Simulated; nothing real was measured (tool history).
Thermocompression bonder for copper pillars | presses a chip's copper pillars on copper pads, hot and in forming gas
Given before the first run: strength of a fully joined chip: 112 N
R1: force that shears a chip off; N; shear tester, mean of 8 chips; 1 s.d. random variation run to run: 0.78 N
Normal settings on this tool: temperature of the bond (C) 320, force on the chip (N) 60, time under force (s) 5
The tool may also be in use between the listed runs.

Run 1, day 0: usual settings. Result: R1 60.1 N.
Run 2, day 0.279: usual settings. Result: R1 60.8 N.
Run 3, day 0.575: usual settings. Result: R1 61.6 N.
Run 4, day 1.154: usual settings but time under force (s) 6. Result: R1 63.3 N.
Run 5, day 1.654: usual settings but time under force (s) 6. Result: R1 64.8 N.
Run 6, day 2.308: usual settings. Result: R1 59.6 N.
Run 7, day 2.904: usual settings. Result: R1 59.8 N.
Run 8, day 3.246: usual settings. Result: R1 60.8 N.
Run 9, day 3.575: usual settings. Result: R1 60.2 N.
Run 10, day 3.892: usual settings but temperature of the bond (C) 342. Result: R1 71.9 N.
Run 11, day 4.496: usual settings. Result: R1 61.5 N.
Run 12, day 4.9: usual settings but temperature of the bond (C) 333. Result: R1 66.6 N.
Run 13, day 5.192: usual settings. Result: R1 60.3 N.
Run 14, day 5.521: usual settings. Result: R1 59.3 N.
Run 15, day 6.146: usual settings. Result: R1 59.6 N.
Run 16, day 6.808: usual settings. Result: R1 59.3 N.
Run 17, day 7.133: usual settings. Result: R1 60.8 N.
Run 18, day 7.654: usual settings. Result: R1 60.3 N.
Run 19, day 8.271: usual settings. Result: R1 59.2 N.
Run 20, day 8.558: usual settings but time under force (s) 8. Result: R1 71.4 N.
Run 21, day 8.979: usual settings but temperature of the bond (C) 323, force on the chip (N) 39, time under force (s) 3. Result: R1 41.4 N.
Run 22, day 9.296: usual settings but temperature of the bond (C) 305, force on the chip (N) 80, time under force (s) 10. Result: R1 73.9 N.
Run 23, day 9.712: usual settings but temperature of the bond (C) 316, force on the chip (N) 45. Result: R1 48.9 N.
At day 10.15: forming gas filter changed.
Run 24, day 10.308: usual settings but temperature of the bond (C) 337. Result: R1 70.1 N.
Run 25, day 10.804: usual settings but temperature of the bond (C) 344, force on the chip (N) 45, time under force (s) 13. Result: R1 84.6 N.
Run 26, day 11.1: usual settings but force on the chip (N) 53, time under force (s) 13. Result: R1 74.3 N.
Run 27, day 11.404: usual settings but temperature of the bond (C) 294, force on the chip (N) 53, time under force (s) 13. Result: R1 60.8 N.
Run 28, day 11.704: usual settings but temperature of the bond (C) 299, force on the chip (N) 78, time under force (s) 13. Result: R1 73.5 N.
Run 29, day 12.267: usual settings but temperature of the bond (C) 299, force on the chip (N) 78, time under force (s) 13. Result: R1 75.9 N.
Run 30, day 12.858: usual settings but temperature of the bond (C) 336, force on the chip (N) 46, time under force (s) 4. Result: R1 58 N.
Run 31, day 13.346: usual settings but temperature of the bond (C) 336, force on the chip (N) 50. Result: R1 63.2 N.
Run 32, day 13.825: usual settings but temperature of the bond (C) 334, force on the chip (N) 74, time under force (s) 14. Result: R1 95.2 N.
Run 33, day 14.242: usual settings but temperature of the bond (C) 334, force on the chip (N) 74, time under force (s) 14. Result: R1 93.9 N.
Run 34, day 14.646: usual settings but temperature of the bond (C) 334, force on the chip (N) 74, time under force (s) 14. Result: R1 92 N.
Run 35, day 15.054: usual settings but temperature of the bond (C) 334, force on the chip (N) 74, time under force (s) 14. Result: R1 93.5 N.
Run 36, day 15.554: usual settings but temperature of the bond (C) 338, force on the chip (N) 64, time under force (s) 6. Result: R1 75.6 N.
Run 37, day 16.071: usual settings but temperature of the bond (C) 338, force on the chip (N) 64, time under force (s) 6. Result: R1 75.3 N.
Run 38, day 16.567: usual settings but force on the chip (N) 46, time under force (s) 12. Result: R1 69.6 N.

Run 39 is up next; what results do you expect?
Run 39, day 17.158: usual settings but force on the chip (N) 84, time under force (s) 7. Result: R1 ?.

R1: 76.4 N
On a tool with no hidden condition, and with the same random variation, this run would have come out at R1 76.6 N.

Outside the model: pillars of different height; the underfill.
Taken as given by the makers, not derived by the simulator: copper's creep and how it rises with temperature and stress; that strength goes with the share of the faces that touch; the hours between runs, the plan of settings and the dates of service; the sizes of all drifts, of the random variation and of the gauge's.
